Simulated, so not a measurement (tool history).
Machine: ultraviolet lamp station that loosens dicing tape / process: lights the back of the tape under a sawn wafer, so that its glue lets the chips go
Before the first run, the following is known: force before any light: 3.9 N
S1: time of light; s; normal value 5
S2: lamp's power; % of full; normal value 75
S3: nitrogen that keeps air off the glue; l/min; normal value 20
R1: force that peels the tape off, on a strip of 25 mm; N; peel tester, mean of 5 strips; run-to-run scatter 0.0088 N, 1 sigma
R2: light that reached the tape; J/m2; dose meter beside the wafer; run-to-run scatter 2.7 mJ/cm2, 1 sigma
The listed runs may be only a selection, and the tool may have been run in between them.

run 1 hour=0.0 | S1=5 S2=75 S3=20 | R1=0.461 R2=3000
run 2 hour=18.5 | S1=4 S2=75 S3=20 | R1=0.650 R2=2340
run 3 hour=40.8 | S1=4 S2=75 S3=20 | R1=0.656 R2=2350
run 4 hour=57.4 | S1=4 S2=75 S3=20 | R1=0.673 R2=2360
run 5 hour=78.0 | S1=4 S2=75 S3=20 | R1=0.670 R2=2340
run 6 hour=102.6 | S1=4 S2=75 S3=20 | R1=0.663 R2=2320
run 7 hour=116.1 | S1=4 S2=75 S3=20 | R1=0.679 R2=2300
run 8 hour=139.1 | S1=5 S2=75 S3=34 | R1=0.392 R2=2790
run 9 hour=156.6 | S1=5 S2=75 S3=34 | R1=0.393 R2=2820
-- hour=159.4 window cleaned of glue's vapour
run 10 hour=171.1 | S1=5 S2=87 S3=8 | R1=0.652 R2=3220
run 11 hour=187.3 | S1=5 S2=66 S3=7 | R1=1.028 R2=2460
run 12 hour=199.8 | S1=5 S2=66 S3=7 | R1=1.039 R2=2440
run 13 hour=212.2 | S1=4 S2=87 S3=14 | R1=0.701 R2=2550
-- hour=232.9 window cleaned of glue's vapour, once more
run 14 hour=233.7 | S1=4 S2=87 S3=14 | R1=0.663 R2=2650
run 15 hour=253.3 | S1=2 S2=80 S3=34 | R1=1.254 R2=1170
run 16 hour=271.8 | S1=2 S2=80 S3=34 | R1=1.187 R2=1180

Measured minus without-hidden-state, run by run (identical run-to-run variation in each term; gauge scatter may differ):
Hidden conditions of the tool in this case: lamp's light, % of a new lamp's; light that the window lets through, % of a clean one's; drift of the gauge itself on peel_n, %; drift of the gauge itself on dose_mj_cm2, %.
run=1 R1=+0.106 R2=-630
run=2 R1=+0.161 R2=-510
run=3 R1=+0.170 R2=-530
run=4 R1=+0.176 R2=-540
run=5 R1=+0.176 R2=-550
run=6 R1=+0.179 R2=-570
run=7 R1=+0.187 R2=-580
run=8 R1=+0.094 R2=-730
run=9 R1=+0.096 R2=-750
run=10 R1=+0.194 R2=-900
run=11 R1=+0.282 R2=-700
run=12 R1=+0.284 R2=-700
run=13 R1=+0.217 R2=-750
run=14 R1=+0.186 R2=-680
run=15 R1=+0.301 R2=-320
run=16 R1=+0.291 R2=-330
